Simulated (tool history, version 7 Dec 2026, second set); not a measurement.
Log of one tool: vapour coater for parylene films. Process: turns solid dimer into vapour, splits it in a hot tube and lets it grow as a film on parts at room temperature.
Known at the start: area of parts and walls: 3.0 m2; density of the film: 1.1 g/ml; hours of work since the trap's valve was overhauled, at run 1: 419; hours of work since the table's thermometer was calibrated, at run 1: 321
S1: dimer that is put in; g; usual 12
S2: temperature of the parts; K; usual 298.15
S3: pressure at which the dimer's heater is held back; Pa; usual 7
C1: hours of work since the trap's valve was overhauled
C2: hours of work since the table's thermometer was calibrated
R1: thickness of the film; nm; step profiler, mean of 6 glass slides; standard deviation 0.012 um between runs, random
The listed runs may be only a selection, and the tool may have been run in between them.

Run 1, hour 0: usual settings; C1 419; C2 321. Result: R1 1900 nm.
Run 2, hour 18: usual settings; C1 429; C2 332. Result: R1 1880 nm.
Run 3, hour 47.4: usual settings; C1 446; C2 349. Result: R1 1860 nm.
At hour 54.6: trap's valve overhauled.
Run 4, hour 65.1: usual settings; C1 6; C2 357. Result: R1 1970 nm.
Run 5, hour 89: usual settings; C1 20; C2 370. Result: R1 2000 nm.
Run 6, hour 108.8: usual settings; C1 31; C2 382. Result: R1 1980 nm.
Run 7, hour 136.5: usual settings; C1 47; C2 398. Result: R1 1990 nm.
Run 8, hour 156.1: usual settings but S1 19 g; C1 58; C2 409. Result: R1 3130 nm.
Run 9, hour 181.4: usual settings but S1 19 g, S2 300.15 K; C1 73; C2 424. Result: R1 2840 nm.
Run 10, hour 203.7: usual settings but S3 9.67 Pa; C1 86; C2 437. Result: R1 1860 nm.
Run 11, hour 218.9: usual settings but S3 9.67 Pa; C1 95; C2 445. Result: R1 1860 nm.
At hour 222.5: table's thermometer calibrated.
Run 12, hour 250.2: usual settings but S3 9.67 Pa; C1 112; C2 16. Result: R1 1880 nm.
Run 13, hour 264.6: usual settings but S3 9.67 Pa; C1 120; C2 24. Result: R1 1840 nm.
Run 14, hour 287.4: usual settings but S3 9.67 Pa; C1 134; C2 37. Result: R1 1850 nm.
Run 15, hour 313.8: usual settings but S3 9.67 Pa; C1 149; C2 53. Result: R1 1870 nm.
Run 16, hour 331.5: usual settings but S3 9.67 Pa; C1 159; C2 63. Result: R1 1860 nm.
At hour 342.1: table's thermometer calibrated, once more.
Run 17, hour 360.7: usual settings but S1 14 g, S2 290.15 K, S3 5 Pa; C1 175; C2 11. Result: R1 3520 nm.
Run 18, hour 389.6: usual settings but S1 14 g, S2 290.15 K, S3 5 Pa; C1 192; C2 27. Result: R1 3540 nm.
Run 19, hour 413.3: usual settings but S1 14 g, S2 290.15 K, S3 5 Pa; C1 206; C2 41. Result: R1 3500 nm.
Run 20, hour 444.7: usual settings but S1 9 g, S2 303.15 K, S3 11.71 Pa; C1 224; C2 59. Result: R1 1020 nm.
Run 21, hour 476.8: usual settings but S1 15 g, S2 291.15 K; C1 242; C2 78. Result: R1 3370 nm.
Run 22, hour 502.9: usual settings but S2 295.15 K, S3 6.43 Pa; C1 257; C2 93. Result: R1 2220 nm.
Run 23, hour 530: usual settings but S2 295.15 K, S3 6.43 Pa; C1 273; C2 108. Result: R1 2230 nm.
Run 24, hour 543.6: usual settings but S2 295.15 K, S3 6.43 Pa; C1 281; C2 116. Result: R1 2220 nm.
Run 25, hour 567.8: usual settings but S1 19 g, S3 2.63 Pa; C1 295; C2 130. Result: R1 3590 nm.
Run 26, hour 595.7: usual settings but S2 290.15 K; C1 311; C2 146. Result: R1 2770 nm.
Run 27, hour 626.4: usual settings but S1 8 g; C1 328; C2 164. Result: R1 1270 nm.
Run 28, hour 648.1: usual settings but S1 7 g, S2 291.15 K, S3 2.81 Pa; C1 341; C2 176. Result: R1 1840 nm.
Run 29, hour 667.9: usual settings but S1 17 g; C1 352; C2 188. Result: R1 2670 nm.
Run 30, hour 694.7: usual settings but S1 5 g, S3 4.11 Pa; C1 368; C2 203. Result: R1 860 nm.
Run 31, hour 711.6: usual settings but S2 296.15 K, S3 10.69 Pa; C1 378; C2 213. Result: R1 1930 nm.

For each entry between runs, how does the tool's hidden state at the last listed run before it compare with that at the first listed run after it?
After run 3, before run 4: trap's valve overhauled (hour 54.6)
  vapour lost through the trap's worn valve, %: 6.7 -> 0.6
  measured less the result without the state, R1: -120 -> +0 nm
After run 11, before run 12: table's thermometer calibrated (hour 222.5)
  vapour lost through the trap's worn valve, %: 1.9 -> 2.1; true temperature of the parts over the reading, C: -0.2 -> -0.32
  measured less the result without the state, R1: -20 -> -10 nm
After run 16, before run 17: table's thermometer calibrated, once more (hour 342.1)
  vapour lost through the trap's worn valve, %: 2.8 -> 3; true temperature of the parts over the reading, C: -0.34 -> 0.01
  measured less the result without the state, R1: -20 -> -110 nm

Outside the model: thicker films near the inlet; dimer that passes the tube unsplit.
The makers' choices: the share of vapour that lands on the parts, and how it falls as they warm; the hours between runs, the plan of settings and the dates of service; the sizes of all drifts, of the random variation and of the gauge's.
